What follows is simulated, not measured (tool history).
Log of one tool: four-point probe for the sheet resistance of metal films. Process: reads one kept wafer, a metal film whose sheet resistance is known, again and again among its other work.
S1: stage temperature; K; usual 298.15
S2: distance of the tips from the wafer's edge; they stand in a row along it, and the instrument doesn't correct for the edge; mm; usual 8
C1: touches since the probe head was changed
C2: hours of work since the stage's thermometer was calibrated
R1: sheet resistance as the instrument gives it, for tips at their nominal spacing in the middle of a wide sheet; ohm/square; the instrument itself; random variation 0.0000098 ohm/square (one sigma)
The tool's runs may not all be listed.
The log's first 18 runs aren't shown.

run 19 day=8.771 | S1=298.15 S2=21 | C1=61025 C2=504 | R1=0.049020
run 20 day=9.254 | S1=298.15 S2=21 | C1=61616 C2=512 | R1=0.049051
run 21 day=9.883 | S1=298.15 S2=38 | C1=62390 C2=522 | R1=0.048970
run 22 day=10.329 | S1=298.15 S2=8 | C1=62937 C2=529 | R1=0.049602
run 23 day=10.888 | S1=298.15 S2=8 | C1=63625 C2=539 | R1=0.049607
run 24 day=11.417 | S1=297.15 S2=8 | C1=64275 C2=547 | R1=0.049568
run 25 day=11.762 | S1=297.15 S2=8 | C1=64698 C2=553 | R1=0.049601
run 26 day=12.246 | S1=293.15 S2=6 | C1=65295 C2=561 | R1=0.049957
run 27 day=12.579 | S1=296.15 S2=30 | C1=65706 C2=566 | R1=0.048962
run 28 day=12.988 | S1=306.15 S2=8 | C1=66208 C2=573 | R1=0.049905
run 29 day=13.475 | S1=306.15 S2=8 | C1=66805 C2=581 | R1=0.049889
run 30 day=13.892 | S1=292.15 S2=12 | C1=67316 C2=587 | R1=0.049087
run 31 day=14.462 | S1=298.15 S2=23 | C1=68016 C2=597 | R1=0.049075
run 32 day=14.992 | S1=296.15 S2=9 | C1=68666 C2=605 | R1=0.049449

The next listed run, before its measurement:
run 33 day=15.517 | S1=296.15 S2=9 | C1=69316 C2=614 | R1=?

R1: 0.049457 ohm/square
Without the tool's hidden state the same run would have given R1 0.049017 ohm/square.
